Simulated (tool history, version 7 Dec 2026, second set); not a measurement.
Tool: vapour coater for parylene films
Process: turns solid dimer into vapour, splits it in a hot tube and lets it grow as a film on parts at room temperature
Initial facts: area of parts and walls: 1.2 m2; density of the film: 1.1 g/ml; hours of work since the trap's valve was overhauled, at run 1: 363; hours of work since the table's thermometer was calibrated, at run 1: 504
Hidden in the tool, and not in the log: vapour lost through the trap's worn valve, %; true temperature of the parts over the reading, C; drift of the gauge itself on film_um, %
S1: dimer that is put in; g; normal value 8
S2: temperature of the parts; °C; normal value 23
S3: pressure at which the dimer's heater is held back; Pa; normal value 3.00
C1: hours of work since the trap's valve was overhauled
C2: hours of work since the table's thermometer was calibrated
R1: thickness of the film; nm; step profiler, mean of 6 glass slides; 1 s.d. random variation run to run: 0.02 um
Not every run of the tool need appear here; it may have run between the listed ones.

| run | hour | S1 | S2 | S3 | C1 | C2 | R1 |
|---|---|---|---|---|---|---|---|
| 1 | 0.0 | 8 | 23 | 3.00 | 363 | 504 | 3260 |
| 2 | 14.4 | 8 | 23 | 3.00 | 370 | 511 | 3280 |
| 3 | 34.1 | 8 | 23 | 3.00 | 379 | 521 | 3240 |
| 4 | 46.2 | 8 | 23 | 3.00 | 385 | 526 | 3230 |
| 5 | 75.1 | 8 | 23 | 2.04 | 399 | 540 | 3390 |
| 6 | 91.0 | 8 | 23 | 2.04 | 406 | 548 | 3400 |
| 7 | 113.8 | 8 | 23 | 2.04 | 417 | 558 | 3360 |
| 8 | 143.2 | 8 | 30 | 3.00 | 431 | 572 | 2880 |
| 9 | 156.7 | 8 | 22 | 3.00 | 438 | 579 | 3320 |
|  | 176.0 | trap's valve overhauled |
| 10 | 188.0 | 8 | 23 | 7.03 | 6 | 592 | 2950 |
| 11 | 202.0 | 8 | 23 | 7.03 | 12 | 598 | 2980 |
| 12 | 214.6 | 8 | 23 | 7.03 | 18 | 604 | 2950 |
| 13 | 243.3 | 14 | 15 | 2.79 | 32 | 618 | 6550 |
| 14 | 256.4 | 8 | 21 | 2.79 | 38 | 624 | 3410 |
| 15 | 269.5 | 5 | 21 | 3.06 | 44 | 630 | 2100 |
| 16 | 294.3 | 5 | 23 | 3.00 | 56 | 642 | 2010 |
| 17 | 316.3 | 5 | 23 | 3.00 | 67 | 653 | 2050 |
| 18 | 341.4 | 8 | 20 | 3.67 | 78 | 665 | 3350 |
| 19 | 367.8 | 8 | 20 | 3.67 | 91 | 677 | 3360 |
| 20 | 388.2 | 3 | 23 | 3.00 | 101 | 687 | 1250 |
| 21 | 409.4 | 8 | 35 | 8.60 | 111 | 697 | 2370 |

5 ways to go on from here, each from the tool as it stands after run 21. What would each give?
| A | 421.3 | 5 | 16 | 8.60 | 116 | 702 | ? |
| B | 421.3 | 8 | 21 | 4.89 | 116 | 702 | ? |
| C | 421.3 | 8 | 23 | 4.67 | 116 | 702 | ? |
| D | 421.3 | 7 | 35 | 7.11 | 116 | 702 | ? |
| E | 421.3 | 3 | 18 | 3.00 | 116 | 702 | ? |

| run | R1 |
|---|---|
| A | 2020 |
| B | 3190 |
| C | 3100 |
| D | 2100 |
| E | 1320 |
The same runs, with their run-to-run variation unchanged, on a tool lacking any hidden condition would have given:
| run | R1 |
|---|---|
| A | 2030 |
| B | 3190 |
| C | 3100 |
| D | 2100 |
| E | 1320 |
